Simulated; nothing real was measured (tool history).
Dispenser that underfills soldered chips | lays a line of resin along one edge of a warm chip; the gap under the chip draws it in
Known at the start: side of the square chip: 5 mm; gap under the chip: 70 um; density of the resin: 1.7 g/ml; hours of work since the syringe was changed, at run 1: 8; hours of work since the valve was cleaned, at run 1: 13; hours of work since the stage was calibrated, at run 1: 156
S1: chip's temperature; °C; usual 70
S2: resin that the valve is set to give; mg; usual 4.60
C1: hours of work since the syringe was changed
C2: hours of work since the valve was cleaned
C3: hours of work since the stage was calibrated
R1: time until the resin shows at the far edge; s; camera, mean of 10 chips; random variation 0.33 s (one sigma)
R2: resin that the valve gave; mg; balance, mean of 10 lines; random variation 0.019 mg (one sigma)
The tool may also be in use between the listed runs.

run,day,S1,S2,C1,C2,C3,R1,R2
1,0.000,70,4.60,8,13,156,22.2,4.54
2,0.121,58,4.60,10,15,158,45.8,4.51
# day 0.217: new syringe of resin
3,0.283,58,4.60,1,17,160,28.8,4.52
4,0.496,70,4.60,4,20,163,18.0,4.51
5,0.642,70,4.60,7,23,165,20.6,4.49
6,0.821,67,4.60,9,26,168,28.5,4.51
# day 0.908: new syringe of resin
7,1.000,67,4.60,1,28,171,18.0,4.47
8,1.233,67,4.60,5,32,174,21.9,4.48
9,1.512,65,4.60,9,36,179,30.5,4.45
# day 1.608: new syringe of resin
10,1.788,70,5.72,3,40,183,15.6,5.50
11,2.058,70,5.72,7,44,187,20.6,5.45
12,2.246,70,5.72,10,47,190,24.3,5.44
# day 2.296: new syringe of resin
13,2.412,70,4.60,2,50,192,15.4,4.34
14,2.583,70,4.60,4,52,195,18.3,4.36
15,2.829,70,4.60,8,56,199,22.2,4.32
# day 2.992: new syringe of resin
16,3.050,70,4.60,1,59,202,15.0,4.34
17,3.304,70,4.60,5,63,206,20.0,4.29
18,3.567,70,4.60,9,67,210,23.5,4.32
# day 3.679: new syringe of resin
19,3.833,60,4.60,2,71,214,27.7,4.27
20,3.954,60,4.60,4,73,216,30.3,4.30
21,4.071,75,4.38,6,75,218,15.8,4.10
22,4.233,82,4.19,9,78,220,12.8,3.89
# day 4.383: new syringe of resin
23,4.492,82,4.19,2,81,224,8.9,3.87
24,4.700,64,5.61,5,85,227,25.1,5.14
25,4.867,85,5.23,8,87,230,10.0,4.79
# day 5.088: new syringe of resin
26,5.167,63,4.02,1,92,235,23.2,3.67
# day 5.333: dispensing valve cleaned and set on the balance
27,5.417,76,4.61,4,1,238,13.1,4.60
28,5.646,76,4.61,8,5,241,15.6,4.57
# day 5.829: new syringe of resin
29,5.888,67,4.17,1,8,245,17.9,4.14
30,6.029,67,4.17,3,11,247,20.1,4.12
31,6.229,75,4.39,6,14,250,15.8,4.35
32,6.446,55,4.29,10,17,254,57.1,4.22
# day 6.538: new syringe of resin
33,6.746,65,5.32,3,22,258,22.0,5.17
34,6.921,76,4.13,6,24,261,15.4,4.06
35,7.154,68,4.63,10,28,264,26.6,4.50
# day 7.229: new syringe of resin
36,7.446,68,4.63,3,32,269,18.8,4.47
37,7.725,68,4.63,8,37,273,24.2,4.47

Forecast each of these 3 alternatives for the next run:
A,7.846,56,4.93,10,39,275,?,?
B,7.846,65,5.84,10,39,275,?,?
C,7.846,56,4.63,10,39,275,?,?

run,R1,R2
A,51.8,4.75
B,30.5,5.60
C,53.3,4.46
Without the tool's hidden state the same runs would have given:
run,R1,R2
A,28.8,4.93
B,17.0,5.82
C,29.6,4.63
